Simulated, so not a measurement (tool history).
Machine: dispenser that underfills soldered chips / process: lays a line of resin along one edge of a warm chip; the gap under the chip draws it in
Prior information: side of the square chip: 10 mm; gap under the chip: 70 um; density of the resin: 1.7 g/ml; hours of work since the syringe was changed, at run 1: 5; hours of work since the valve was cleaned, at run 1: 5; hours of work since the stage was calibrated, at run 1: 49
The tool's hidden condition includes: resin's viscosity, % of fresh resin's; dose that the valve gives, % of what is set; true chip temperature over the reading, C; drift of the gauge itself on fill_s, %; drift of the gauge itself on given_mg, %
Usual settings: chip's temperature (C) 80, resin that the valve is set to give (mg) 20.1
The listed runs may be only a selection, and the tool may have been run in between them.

run   hour  chip's temperature (C)  resin that the valve is set to give (mg)  hours of work since the syringe was changed  hours of work since the valve was cleaned  hours of work since the stage was calibrated  time until the resin shows at the far edge (s)  resin that the valve gave (mg)
  1    0.0                      80                                      20.1                                            5                                          5                                            49                                            91.7                           20.08
       3.8  -- new syringe of resin
  2    6.5                      80                                      20.1                                            2                                         10                                            54                                            76.1                           19.83
      14.8  -- new syringe of resin
  3   15.1                      80                                      20.1                                            0                                         16                                            60                                            68.1                           19.75
      25.1  -- new syringe of resin
  4   28.7                      80                                      20.1                                            3                                         27                                            71                                            78.8                           19.50
      35.5  -- new syringe of resin
  5   41.7                      77                                      20.1                                            5                                         37                                            80                                            99.8                           19.45
      45.9  -- new syringe of resin
  6   49.1                      77                                      20.1                                            3                                         42                                            86                                            86.1                           19.26
      56.0  -- new syringe of resin
  7   60.3                      77                                      20.1                                            3                                         51                                            95                                            90.4                           18.98
      66.7  -- new syringe of resin
  8   69.9                      77                                      20.1                                            3                                         58                                           102                                            85.2                           18.90
      76.7  -- new syringe of resin
  9   77.5                      77                                      20.1                                            1                                         64                                           108                                            77.8                           18.74
      87.6  -- new syringe of resin
 10   90.2                      71                                      20.1                                            2                                         74                                           117                                           104.3                           18.65
      98.2  -- new syringe of resin
 11  101.4                      71                                      20.1                                            3                                         82                                           126                                           109.5                           18.49
     108.4  -- new syringe of resin
 12  110.0                      71                                      20.1                                            1                                         89                                           132                                            98.8                           18.61
     118.7  -- new syringe of resin
 13  121.2                      71                                      20.1                                            2                                         97                                           141                                           105.3                           18.24
     124.2  -- dispensing valve cleaned and set on the balance
     130.2  -- new syringe of resin
 14  134.2                      71                                      20.1                                            3                                          8                                           150                                           113.3                           20.02
     140.7  -- new syringe of resin
 15  147.4                      80                                      19.6                                            5                                         18                                           160                                            94.8                           19.32
     151.1  -- new syringe of resin
 16  158.7                      80                                      19.6                                            6                                         26                                           169                                            99.3                           19.25
     161.1  -- new syringe of resin
 17  167.9                      80                                      20.1                                            5                                         33                                           176                                            92.3                           19.48
     171.2  -- new syringe of resin
     181.6  -- new syringe of resin
 18  182.0                      70                                      19.3                                            0                                         44                                           186                                            97.5                           18.61
 19  190.0                      70                                      19.3                                            7                                         50                                           193                                           144.2                           18.41
     192.0  -- new syringe of resin
     202.3  -- new syringe of resin
 20  202.3                      82                                      18.7                                            0                                         59                                           202                                            63.2                           17.65
     212.4  -- new syringe of resin
 21  214.5                      75                                      19.8                                            2                                         69                                           211                                            91.3                           18.52
 22  221.8                      75                                      19.8                                            7                                         74                                           217                                           130.0                           18.58
     223.1  -- new syringe of resin
 23  231.9                      90                                      21.3                                            7                                         82                                           224                                            73.5                           19.69
     233.4  -- new syringe of resin
     243.5  -- new syringe of resin
 24  243.9                      90                                      21.3                                            0                                         91                                           233                                            49.5                           19.49
     253.9  -- new syringe of resin
     254.9  -- dispensing valve cleaned and set on the balance
 25  256.9                      90                                      21.3                                            2                                          2                                           242                                            52.3                           21.14
 26  262.7                      65                                      20.5                                            6                                          6                                           247                                           164.8                           20.30
     265.3  -- new syringe of resin
     275.6  -- new syringe of resin
 27  276.2                      77                                      19.4                                            0                                         16                                           257                                            77.9                           19.12
     286.0  -- new syringe of resin
 28  286.0                      68                                      17.6                                            0                                         24                                           265                                           104.6                           17.08
 29  294.8                      80                                      24.8                                            7                                         31                                           271                                           103.8                           23.95
     296.3  -- new syringe of resin
     307.0  -- new syringe of resin
 30  308.1                      80                                      24.8                                            1                                         40                                           281                                            71.9                           23.79
     317.0  -- new syringe of resin
 31  319.9                      80                                      24.8                                            2                                         49                                           290                                            78.3                           23.64
     327.8  -- new syringe of resin
 32  331.8                      80                                      24.8                                            3                                         59                                           300                                            79.9                           23.22
     338.5  -- new syringe of resin
 33  340.9                      79                                      18.4                                            2                                         65                                           306                                            82.1                           17.07

Predict each of these 3 candidate next runs independently; none follows another, all start after run 33:
     348.9  -- new syringe of resin
  A  351.3                      77                                      18.4                                            2                                         73                                           314                                               ?                               ?
     348.9  -- new syringe of resin
  B  351.3                      91                                      17.3                                            2                                         73                                           314                                               ?                               ?
     348.9  -- new syringe of resin
  C  351.3                      71                                      19.7                                            2                                         73                                           314                                               ?                               ?

run  time until the resin shows at the far edge (s)  resin that the valve gave (mg)
  A                                            85.8                           17.19
  B                                            54.6                           16.15
  C                                           104.1                           18.29
Without the tool's unlogged condition, the same runs would have read:
run  time until the resin shows at the far edge (s)  resin that the valve gave (mg)
  A                                            73.2                           18.46
  B                                            46.6                           17.35
  C                                            89.2                           19.65
